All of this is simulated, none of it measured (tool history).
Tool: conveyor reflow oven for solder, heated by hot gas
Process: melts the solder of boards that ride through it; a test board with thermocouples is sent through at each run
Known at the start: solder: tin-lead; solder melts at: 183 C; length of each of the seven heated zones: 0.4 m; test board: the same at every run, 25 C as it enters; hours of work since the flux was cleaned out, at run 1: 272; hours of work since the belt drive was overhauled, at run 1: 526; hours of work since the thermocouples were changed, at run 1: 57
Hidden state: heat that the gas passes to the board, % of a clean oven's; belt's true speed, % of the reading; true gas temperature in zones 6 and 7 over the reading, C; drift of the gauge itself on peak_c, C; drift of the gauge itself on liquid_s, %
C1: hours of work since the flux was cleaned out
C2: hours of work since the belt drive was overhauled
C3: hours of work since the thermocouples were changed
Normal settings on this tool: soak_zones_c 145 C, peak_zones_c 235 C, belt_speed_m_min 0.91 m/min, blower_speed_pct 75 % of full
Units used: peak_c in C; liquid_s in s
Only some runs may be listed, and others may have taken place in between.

Run 1, day 0: usual settings; C1 272; C2 526; C3 57. Result: peak_c 223.4 C, liquid_s 44.6 s.
Run 2, day 1.117: usual settings; C1 287; C2 541; C3 72. Result: peak_c 222.8 C, liquid_s 44.6 s.
Run 3, day 2.242: usual settings; C1 302; C2 556; C3 87. Result: peak_c 222.5 C, liquid_s 44.7 s.
Run 4, day 3.608: usual settings; C1 321; C2 575; C3 106. Result: peak_c 222.9 C, liquid_s 44.4 s.
Run 5, day 5.262: usual settings but belt_speed_m_min 0.731 m/min; C1 344; C2 598; C3 129. Result: peak_c 227.6 C, liquid_s 58.1 s.
Run 6, day 7.342: usual settings but belt_speed_m_min 0.731 m/min; C1 372; C2 626; C3 157. Result: peak_c 227.6 C, liquid_s 58.4 s.
Run 7, day 8.4: usual settings but belt_speed_m_min 0.942 m/min; C1 387; C2 641; C3 172. Result: peak_c 221.8 C, liquid_s 42.6 s.
At day 8.708: flux residue cleaned out of gas plates and filters.
Run 8, day 10.775: usual settings but peak_zones_c 233 C, belt_speed_m_min 1.028 m/min; C1 28; C2 671; C3 201. Result: peak_c 219.2 C, liquid_s 37.6 s.
Run 9, day 12.058: usual settings but soak_zones_c 159 C, belt_speed_m_min 0.759 m/min, blower_speed_pct 52 % of full; C1 46; C2 688; C3 219. Result: peak_c 226.4 C, liquid_s 59.7 s.
Run 10, day 13.488: usual settings but soak_zones_c 159 C, belt_speed_m_min 0.759 m/min, blower_speed_pct 52 % of full; C1 65; C2 708; C3 238. Result: peak_c 226.4 C, liquid_s 60.5 s.
Run 11, day 15.196: usual settings but soak_zones_c 159 C, peak_zones_c 242 C, belt_speed_m_min 0.759 m/min, blower_speed_pct 64 % of full; C1 89; C2 731; C3 262. Result: peak_c 234.7 C, liquid_s 62.8 s.
Run 12, day 17.354: usual settings but soak_zones_c 133 C, peak_zones_c 232 C, belt_speed_m_min 0.882 m/min, blower_speed_pct 78 % of full; C1 118; C2 761; C3 291. Result: peak_c 220.9 C, liquid_s 42.8 s.
Run 13, day 18.483: usual settings but belt_speed_m_min 0.948 m/min; C1 134; C2 776; C3 307. Result: peak_c 223.5 C, liquid_s 42.6 s.
Run 14, day 19.817: usual settings but soak_zones_c 158 C, peak_zones_c 231 C, belt_speed_m_min 1.037 m/min, blower_speed_pct 51 % of full; C1 152; C2 794; C3 325. Result: peak_c 215.3 C, liquid_s 38.7 s.

Branching from run 14: 5 alternative next runs. What would each branch give?
Run A, day 20.946: usual settings but soak_zones_c 142 C, peak_zones_c 232 C, blower_speed_pct 73 % of full; C1 168; C2 810; C3 341. Result: peak_c ?, liquid_s ?.
Run B, day 20.946: usual settings but soak_zones_c 158 C, peak_zones_c 232 C, belt_speed_m_min 1.037 m/min, blower_speed_pct 51 % of full; C1 168; C2 810; C3 341. Result: peak_c ?, liquid_s ?.
Run C, day 20.946: usual settings but soak_zones_c 142 C, peak_zones_c 234 C, belt_speed_m_min 1.075 m/min, blower_speed_pct 51 % of full; C1 168; C2 810; C3 341. Result: peak_c ?, liquid_s ?.
Run D, day 20.946: usual settings but soak_zones_c 140 C, peak_zones_c 231 C, belt_speed_m_min 0.967 m/min, blower_speed_pct 85 % of full; C1 168; C2 810; C3 341. Result: peak_c ?, liquid_s ?.
Run E, day 20.946: usual settings but soak_zones_c 158 C, peak_zones_c 231 C, belt_speed_m_min 0.731 m/min, blower_speed_pct 51 % of full; C1 168; C2 810; C3 341. Result: peak_c ?, liquid_s ?.

run  peak_c  liquid_s
  A   220.7      42.8
  B   215.8      39.3
  C   212.5      31.5
  D   218.9      39.5
  E   223.2      60.9
Without the tool's unlogged condition, the same runs would have read:
run  peak_c  liquid_s
  A   220.8      42.6
  B   215.9      39.1
  C   212.7      31.4
  D   219.2      39.4
  E   223.2      60.5
